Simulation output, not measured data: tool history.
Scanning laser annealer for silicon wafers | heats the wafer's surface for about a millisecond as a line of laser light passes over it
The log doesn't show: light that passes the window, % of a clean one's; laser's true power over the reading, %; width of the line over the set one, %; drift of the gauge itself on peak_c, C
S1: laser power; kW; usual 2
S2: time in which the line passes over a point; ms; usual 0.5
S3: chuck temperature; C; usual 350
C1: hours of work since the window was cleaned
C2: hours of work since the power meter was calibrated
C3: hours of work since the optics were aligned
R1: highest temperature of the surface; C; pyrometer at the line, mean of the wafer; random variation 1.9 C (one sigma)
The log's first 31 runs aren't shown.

run,hour,S1,S2,S3,C1,C2,C3,R1
32,1524.7,2.098,0.5,314,780,1881,394,1159
33,1577.4,1.782,0.573,330,813,1915,427,1053
34,1614.2,1.977,0.577,350,837,1938,450,1180
35,1674.5,2.192,0.396,350,875,1976,489,1152
36,1722.7,2.024,0.591,350,905,2006,519,1206
37,1757.2,2.024,0.591,355,927,2028,541,1209
# hour 1762.9: window over the wafer cleaned
38,1789.1,2.024,0.591,355,17,2047,560,1265
39,1828.7,1.992,0.523,331,42,2072,585,1172
40,1859.1,1.701,0.375,350,61,2092,604,947
41,1892.5,2.123,0.5,371,82,2113,625,1264

Forecast each of these 4 alternatives for the next run:
A,1922.6,1.735,0.369,350,101,2132,644,?
B,1922.6,2,0.57,378,101,2132,644,?
C,1922.6,2.065,0.607,363,101,2132,644,?
D,1922.6,2.123,0.5,365,101,2132,644,?

run,R1
A,957
B,1253
C,1301
D,1258
Without the tool's hidden state the same runs would have given:
run,R1
A,963
B,1261
C,1310
D,1267

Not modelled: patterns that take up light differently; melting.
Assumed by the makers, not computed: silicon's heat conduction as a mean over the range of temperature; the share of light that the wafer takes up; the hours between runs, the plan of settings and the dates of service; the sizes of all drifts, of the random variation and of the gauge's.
